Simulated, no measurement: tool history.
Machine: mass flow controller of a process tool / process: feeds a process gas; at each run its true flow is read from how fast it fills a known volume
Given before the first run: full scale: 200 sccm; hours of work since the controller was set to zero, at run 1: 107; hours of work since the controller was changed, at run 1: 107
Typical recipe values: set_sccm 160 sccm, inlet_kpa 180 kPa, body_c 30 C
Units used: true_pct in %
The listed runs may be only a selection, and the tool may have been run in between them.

run    hour  set_sccm  inlet_kpa  body_c  hours of work since the controller was set to zero  hours of work since the controller was changed  true_pct
  1       0       160        180      30                                                 107                                             107     100.1
  2   183.5       160        180      30                                                 197                                             197    100.13
  3   329.8       160        180      30                                                 268                                             268       100
  4   507.8       160        180      30                                                 356                                             356     99.89
  5   648.4        61        180      30                                                 425                                             425     99.14
  6   787.8       160        180      23                                                 493                                             493     99.32
  7   930.1       160        180      23                                                 563                                             563     99.43
  8  1239.5       160        180      30                                                 715                                             715     99.76
  9  1402.3       160        180      30                                                 795                                             795     99.65
 10  1573.6       160        180      30                                                 879                                             879     99.72
 11  1774.2       160        180      30                                                 977                                             977     99.59
     1791.7  -- controller's zero set anew
 12  1992.5       160        180      30                                                  98                                            1084     99.43
     2297.3  -- controller's zero set anew, once more
 13    2300       106        180      30                                                   1                                            1234     99.54
 14  2497.3       106        180      30                                                  98                                            1331     99.43
 15  2623.5       106        180      30                                                 160                                            1393     99.57
 16    2839        87        180      31                                                 266                                            1499     99.43
 17  3131.5       160        148      20                                                 409                                            1642     99.08
 18  3321.4       160        148      20                                                 502                                            1735     99.14
 19    3599       160        148      20                                                 638                                            1872     99.02
 20  3813.8       104        142      32                                                 744                                            1977     99.58
 21  4026.1       104        142      32                                                 848                                            2081     99.38
 22  4329.9       164        256      32                                                 997                                            2230     99.23
 23  4516.5       164        256      32                                                1089                                            2322     99.24
 24  4794.2        37        180      21                                                1225                                            2458     97.01
 25  4955.8        37        180      21                                                1304                                            2537     97.07
 26  5160.2       102        170      30                                                1404                                            2637     98.82
 27  5404.4       102        170      30                                                1524                                            2757     98.83
 28  5667.9        68        162      30                                                1653                                            2886     98.36
 29  5903.5       170        165      25                                                1769                                            3002     98.97
 30  6154.9       170        165      25                                                1892                                            3125     98.69

Predict each of these 4 candidate next runs independently; none follows another, all start after run 30:
  A  6461.2        24        180      23                                                2042                                            3275         ?
  B  6461.2        95        272      34                                                2042                                            3275         ?
  C  6461.2       160        231      26                                                2042                                            3275         ?
  D  6461.2        53        263      23                                                2042                                            3275         ?

run  true_pct
  A     95.05
  B     98.13
  C     98.53
  D     96.55
Without the tool's unlogged condition, the same runs would have read:
run  true_pct
  A     99.14
  B     99.78
  C     99.84
  D     98.85

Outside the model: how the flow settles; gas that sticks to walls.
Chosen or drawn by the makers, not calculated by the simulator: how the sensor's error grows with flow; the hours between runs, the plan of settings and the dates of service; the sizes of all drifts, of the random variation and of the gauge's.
